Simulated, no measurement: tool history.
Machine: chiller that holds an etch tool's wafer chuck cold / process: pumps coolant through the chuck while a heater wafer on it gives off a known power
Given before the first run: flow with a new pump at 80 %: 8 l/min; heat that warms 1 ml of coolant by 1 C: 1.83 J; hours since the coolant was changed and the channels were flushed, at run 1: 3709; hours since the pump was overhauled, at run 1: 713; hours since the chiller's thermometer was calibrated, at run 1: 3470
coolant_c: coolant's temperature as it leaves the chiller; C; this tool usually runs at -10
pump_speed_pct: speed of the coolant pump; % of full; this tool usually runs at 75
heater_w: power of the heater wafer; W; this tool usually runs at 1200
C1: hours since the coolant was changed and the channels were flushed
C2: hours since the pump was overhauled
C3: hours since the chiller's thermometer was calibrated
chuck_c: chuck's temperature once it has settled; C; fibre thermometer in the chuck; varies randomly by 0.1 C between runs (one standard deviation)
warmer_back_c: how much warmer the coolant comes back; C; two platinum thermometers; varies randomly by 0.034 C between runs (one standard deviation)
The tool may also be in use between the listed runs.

Run 1, hour 0: usual settings; C1 3709; C2 713; C3 3470. Result: chuck_c 1.7 C, warmer_back_c 5.37 C.
Run 2, hour 77.7: usual settings but heater_w 675 W; C1 3787; C2 790; C3 3548. Result: chuck_c -3.5 C, warmer_back_c 3.01 C.
Run 3, hour 130.6: usual settings but heater_w 675 W; C1 3840; C2 843; C3 3601. Result: chuck_c -3.4 C, warmer_back_c 2.97 C.
Run 4, hour 166.5: usual settings but coolant_c -12 C, heater_w 675 W; C1 3876; C2 879; C3 3637. Result: chuck_c -5.2 C, warmer_back_c 2.95 C.
At hour 202.3: chiller's thermometer calibrated.
Run 5, hour 205.1: usual settings; C1 3913; C2 917; C3 3. Result: chuck_c 1.7 C, warmer_back_c 5.42 C.
Run 6, hour 249: usual settings; C1 3957; C2 961; C3 47. Result: chuck_c 1.7 C, warmer_back_c 5.33 C.
Run 7, hour 318.4: usual settings; C1 4027; C2 1030; C3 116. Result: chuck_c 1.8 C, warmer_back_c 5.36 C.
Run 8, hour 390.8: usual settings but pump_speed_pct 84 % of full; C1 4099; C2 1103; C3 188. Result: chuck_c 0.9 C, warmer_back_c 4.81 C.
Run 9, hour 470.8: usual settings but pump_speed_pct 71 % of full; C1 4179; C2 1183; C3 269. Result: chuck_c 2.4 C, warmer_back_c 5.7 C.
Run 10, hour 547.3: usual settings but pump_speed_pct 71 % of full, heater_w 1485 W; C1 4256; C2 1259; C3 345. Result: chuck_c 5.3 C, warmer_back_c 6.98 C.
Run 11, hour 617.5: usual settings but pump_speed_pct 71 % of full, heater_w 1485 W; C1 4326; C2 1329; C3 415. Result: chuck_c 5.2 C, warmer_back_c 6.99 C.
Run 12, hour 657.7: usual settings but heater_w 782 W; C1 4366; C2 1369; C3 455. Result: chuck_c -2.1 C, warmer_back_c 3.5 C.
Run 13, hour 693.5: usual settings but heater_w 782 W; C1 4402; C2 1405; C3 491. Result: chuck_c -2.2 C, warmer_back_c 3.52 C.
Run 14, hour 771.9: usual settings but heater_w 782 W; C1 4480; C2 1484; C3 570. Result: chuck_c -2.3 C, warmer_back_c 3.51 C.
Run 15, hour 818.9: usual settings but heater_w 782 W; C1 4527; C2 1531; C3 617. Result: chuck_c -2.2 C, warmer_back_c 3.49 C.
Run 16, hour 880.5: usual settings but heater_w 782 W; C1 4589; C2 1592; C3 678. Result: chuck_c -2.2 C, warmer_back_c 3.5 C.
Run 17, hour 939.6: usual settings but heater_w 782 W; C1 4648; C2 1651; C3 737. Result: chuck_c -2.4 C, warmer_back_c 3.6 C.
Run 18, hour 1020.7: usual settings but coolant_c -20 C, pump_speed_pct 84 % of full, heater_w 1237 W; C1 4729; C2 1732; C3 818. Result: chuck_c -8.4 C, warmer_back_c 5.08 C.
Run 19, hour 1060.1: usual settings but coolant_c -19 C, pump_speed_pct 68 % of full, heater_w 689 W; C1 4768; C2 1772; C3 858. Result: chuck_c -11.4 C, warmer_back_c 3.4 C.
Run 20, hour 1096.9: usual settings but coolant_c -18 C, pump_speed_pct 62 % of full, heater_w 1152 W; C1 4805; C2 1809; C3 895. Result: chuck_c -4.6 C, warmer_back_c 6.24 C.
Run 21, hour 1159.3: usual settings but coolant_c -13 C, pump_speed_pct 62 % of full, heater_w 1663 W; C1 4868; C2 1871; C3 957. Result: chuck_c 6.3 C, warmer_back_c 9.06 C.

Run 22 comes next. What will it give?
Run 22, hour 1214.6: usual settings but coolant_c -13 C, pump_speed_pct 62 % of full, heater_w 1663 W; C1 4923; C2 1926; C3 1012. Result: chuck_c ?, warmer_back_c ?.

chuck_c: 6.3 C
warmer_back_c: 9.05 C
With the hidden condition absent and the run-to-run variation left alone, this run would have shown chuck_c 3.6 C, warmer_back_c 8.71 C.
